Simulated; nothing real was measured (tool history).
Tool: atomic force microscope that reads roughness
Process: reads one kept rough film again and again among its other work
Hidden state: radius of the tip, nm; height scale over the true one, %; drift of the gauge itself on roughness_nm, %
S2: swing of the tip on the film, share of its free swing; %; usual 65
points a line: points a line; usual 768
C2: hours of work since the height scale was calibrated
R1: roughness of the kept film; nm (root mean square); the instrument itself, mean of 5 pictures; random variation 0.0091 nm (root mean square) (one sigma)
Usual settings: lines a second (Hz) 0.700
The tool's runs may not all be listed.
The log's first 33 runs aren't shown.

Run 34, day 8.942: usual settings but lines a second (Hz) 0.780, S2 60 %, points a line 417; pictures with this tip 213; C2 274. Result: R1 1.761 nm (root mean square).
Run 35, day 9.246: usual settings but lines a second (Hz) 0.780, S2 60 %, points a line 417; pictures with this tip 222; C2 279. Result: R1 1.731 nm (root mean square).
Run 36, day 9.396: usual settings but lines a second (Hz) 2.080; pictures with this tip 226; C2 281. Result: R1 1.673 nm (root mean square).
Run 37, day 9.721: usual settings but points a line 509; pictures with this tip 236; C2 287. Result: R1 1.743 nm (root mean square).
Run 38, day 9.988: usual settings but points a line 509; pictures with this tip 244; C2 291. Result: R1 1.720 nm (root mean square).
Run 39, day 10.233: usual settings but lines a second (Hz) 0.627, S2 58 %, points a line 645; pictures with this tip 252; C2 295. Result: R1 1.730 nm (root mean square).
Run 40, day 10.588: usual settings but lines a second (Hz) 0.784, S2 83 %, points a line 645; pictures with this tip 262; C2 301. Result: R1 1.615 nm (root mean square).
Run 41, day 10.917: usual settings but lines a second (Hz) 0.784, S2 83 %, points a line 645; pictures with this tip 272; C2 306. Result: R1 1.621 nm (root mean square).
Run 42, day 11.217: usual settings but lines a second (Hz) 2.651, S2 63 %, points a line 476; pictures with this tip 281; C2 311. Result: R1 1.577 nm (root mean square).
Run 43, day 11.388: usual settings but lines a second (Hz) 2.632, S2 63 %, points a line 728; pictures with this tip 286; C2 314. Result: R1 1.578 nm (root mean square).
Run 44, day 11.675: usual settings but lines a second (Hz) 1.119; pictures with this tip 295; C2 319. Result: R1 1.637 nm (root mean square).
Run 45, day 11.854: usual settings but lines a second (Hz) 0.516, S2 63 %; pictures with this tip 300; C2 322. Result: R1 1.691 nm (root mean square).
Run 46, day 12.050: usual settings but lines a second (Hz) 1.066, S2 56 %, points a line 321; pictures with this tip 306; C2 325. Result: R1 1.640 nm (root mean square).
Run 47, day 12.317: usual settings but lines a second (Hz) 1.408; pictures with this tip 314; C2 329. Result: R1 1.629 nm (root mean square).
Run 48, day 12.512: usual settings but lines a second (Hz) 3.918, points a line 310; pictures with this tip 320; C2 333. Result: R1 1.457 nm (root mean square).
Run 49, day 12.788: usual settings but lines a second (Hz) 0.811, points a line 731; pictures with this tip 329; C2 337. Result: R1 1.632 nm (root mean square).
Run 50, day 13.138: usual settings but lines a second (Hz) 1.527, S2 66 %, points a line 810; pictures with this tip 339; C2 343. Result: R1 1.583 nm (root mean square).
Run 51, day 13.458: usual settings but lines a second (Hz) 1.527, S2 66 %, points a line 810; pictures with this tip 349; C2 348. Result: R1 1.577 nm (root mean square).
Run 52, day 13.829: usual settings but points a line 829; pictures with this tip 360; C2 354. Result: R1 1.628 nm (root mean square).
Run 53, day 14.021: usual settings but S2 62 %, points a line 500; pictures with this tip 366; C2 357. Result: R1 1.619 nm (root mean square).

Forecast each of these 3 alternatives for the next run:
Run A, day 14.383: usual settings but lines a second (Hz) 1.553, S2 77 %, points a line 387; pictures with this tip 377; C2 363. Result: R1 ?.
Run B, day 14.383: usual settings but lines a second (Hz) 1.016, S2 62 %, points a line 334; pictures with this tip 377; C2 363. Result: R1 ?.
Run C, day 14.383: usual settings but points a line 629; pictures with this tip 377; C2 363. Result: R1 ?.

run     R1
  A  1.446
  B  1.564
  C  1.597
Without the tool's hidden state the same runs would have given:
run     R1
  A  1.838
  B  1.989
  C  2.031
